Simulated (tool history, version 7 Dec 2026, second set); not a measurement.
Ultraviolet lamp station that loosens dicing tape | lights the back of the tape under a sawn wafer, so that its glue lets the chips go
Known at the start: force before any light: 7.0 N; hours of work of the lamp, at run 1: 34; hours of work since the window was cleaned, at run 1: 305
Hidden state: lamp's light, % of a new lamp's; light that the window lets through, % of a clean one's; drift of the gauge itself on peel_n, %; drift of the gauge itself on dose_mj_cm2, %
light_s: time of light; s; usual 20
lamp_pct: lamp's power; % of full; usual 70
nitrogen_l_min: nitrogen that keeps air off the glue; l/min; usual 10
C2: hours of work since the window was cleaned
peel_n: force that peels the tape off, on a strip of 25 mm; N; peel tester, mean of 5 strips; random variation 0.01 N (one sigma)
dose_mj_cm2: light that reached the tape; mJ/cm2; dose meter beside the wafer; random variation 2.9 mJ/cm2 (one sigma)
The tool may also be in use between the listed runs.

{"run": 1, "hour": 0.0, "light_s": 20, "lamp_pct": 70, "nitrogen_l_min": 10, "hours of work of the lamp": 34, "C2": 305, "peel_n": 0.502, "dose_mj_cm2": 383}
{"run": 2, "hour": 5.7, "light_s": 20, "lamp_pct": 70, "nitrogen_l_min": 10, "hours of work of the lamp": 36, "C2": 308, "peel_n": 0.512, "dose_mj_cm2": 392}
{"run": 3, "hour": 12.4, "light_s": 20, "lamp_pct": 65, "nitrogen_l_min": 10, "hours of work of the lamp": 39, "C2": 311, "peel_n": 0.591, "dose_mj_cm2": 354}
{"run": 4, "hour": 16.8, "light_s": 20, "lamp_pct": 65, "nitrogen_l_min": 10, "hours of work of the lamp": 41, "C2": 313, "peel_n": 0.628, "dose_mj_cm2": 358}
{"run": 5, "hour": 26.0, "light_s": 20, "lamp_pct": 70, "nitrogen_l_min": 10, "hours of work of the lamp": 46, "C2": 317, "peel_n": 0.521, "dose_mj_cm2": 384}
{"run": 6, "hour": 30.0, "light_s": 20, "lamp_pct": 70, "nitrogen_l_min": 19, "hours of work of the lamp": 48, "C2": 319, "peel_n": 0.281, "dose_mj_cm2": 384}
{"run": 7, "hour": 37.6, "light_s": 26, "lamp_pct": 70, "nitrogen_l_min": 19, "hours of work of the lamp": 51, "C2": 322, "peel_n": 0.158, "dose_mj_cm2": 502}
{"run": 8, "hour": 41.8, "light_s": 26, "lamp_pct": 70, "nitrogen_l_min": 10, "hours of work of the lamp": 53, "C2": 324, "peel_n": 0.273, "dose_mj_cm2": 502}
{"run": 9, "hour": 48.4, "light_s": 26, "lamp_pct": 70, "nitrogen_l_min": 10, "hours of work of the lamp": 56, "C2": 328, "peel_n": 0.255, "dose_mj_cm2": 501}
{"run": 10, "hour": 52.6, "light_s": 26, "lamp_pct": 70, "nitrogen_l_min": 10, "hours of work of the lamp": 58, "C2": 329, "peel_n": 0.272, "dose_mj_cm2": 496}
{"run": 11, "hour": 60.7, "light_s": 26, "lamp_pct": 70, "nitrogen_l_min": 10, "hours of work of the lamp": 62, "C2": 333, "peel_n": 0.266, "dose_mj_cm2": 497}
{"run": 12, "hour": 64.8, "light_s": 26, "lamp_pct": 70, "nitrogen_l_min": 10, "hours of work of the lamp": 64, "C2": 335, "peel_n": 0.274, "dose_mj_cm2": 500}
{"run": 13, "hour": 69.7, "light_s": 26, "lamp_pct": 70, "nitrogen_l_min": 10, "hours of work of the lamp": 66, "C2": 337, "peel_n": 0.254, "dose_mj_cm2": 495}
{"run": 14, "hour": 77.6, "light_s": 26, "lamp_pct": 70, "nitrogen_l_min": 10, "hours of work of the lamp": 70, "C2": 341, "peel_n": 0.268, "dose_mj_cm2": 498}
{"run": 15, "hour": 83.4, "light_s": 26, "lamp_pct": 70, "nitrogen_l_min": 10, "hours of work of the lamp": 72, "C2": 344, "peel_n": 0.267, "dose_mj_cm2": 498}
{"run": 16, "hour": 88.5, "light_s": 12, "lamp_pct": 70, "nitrogen_l_min": 10, "hours of work of the lamp": 75, "C2": 346, "peel_n": 1.42, "dose_mj_cm2": 231}
{"run": 17, "hour": 96.1, "light_s": 36, "lamp_pct": 60, "nitrogen_l_min": 14, "hours of work of the lamp": 78, "C2": 350, "peel_n": 0.124, "dose_mj_cm2": 585}
{"run": 18, "hour": 102.0, "light_s": 36, "lamp_pct": 60, "nitrogen_l_min": 14, "hours of work of the lamp": 81, "C2": 352, "peel_n": 0.124, "dose_mj_cm2": 594}
{"hour": 103.2, "done": "window cleaned of glue's vapour"}
{"run": 19, "hour": 109.8, "light_s": 22, "lamp_pct": 62, "nitrogen_l_min": 5, "hours of work of the lamp": 85, "C2": 3, "peel_n": 1.078, "dose_mj_cm2": 360}
{"run": 20, "hour": 116.3, "light_s": 16, "lamp_pct": 74, "nitrogen_l_min": 8, "hours of work of the lamp": 88, "C2": 6, "peel_n": 0.983, "dose_mj_cm2": 317}
{"run": 21, "hour": 123.6, "light_s": 21, "lamp_pct": 88, "nitrogen_l_min": 13, "hours of work of the lamp": 91, "C2": 10, "peel_n": 0.199, "dose_mj_cm2": 492}
{"run": 22, "hour": 131.3, "light_s": 21, "lamp_pct": 88, "nitrogen_l_min": 13, "hours of work of the lamp": 95, "C2": 13, "peel_n": 0.203, "dose_mj_cm2": 491}

Run 23 comes next. What will it give?
{"hour": 137.6, "done": "window cleaned of glue's vapour, once more"}
{"run": 23, "hour": 139.5, "light_s": 30, "lamp_pct": 89, "nitrogen_l_min": 6, "hours of work of the lamp": 98, "C2": 1, "peel_n": "?", "dose_mj_cm2": "?"}

peel_n: 0.144 N
dose_mj_cm2: 758 mJ/cm2
Without the tool's hidden state the same run would have given peel_n 0.130 N, dose_mj_cm2 786 mJ/cm2.
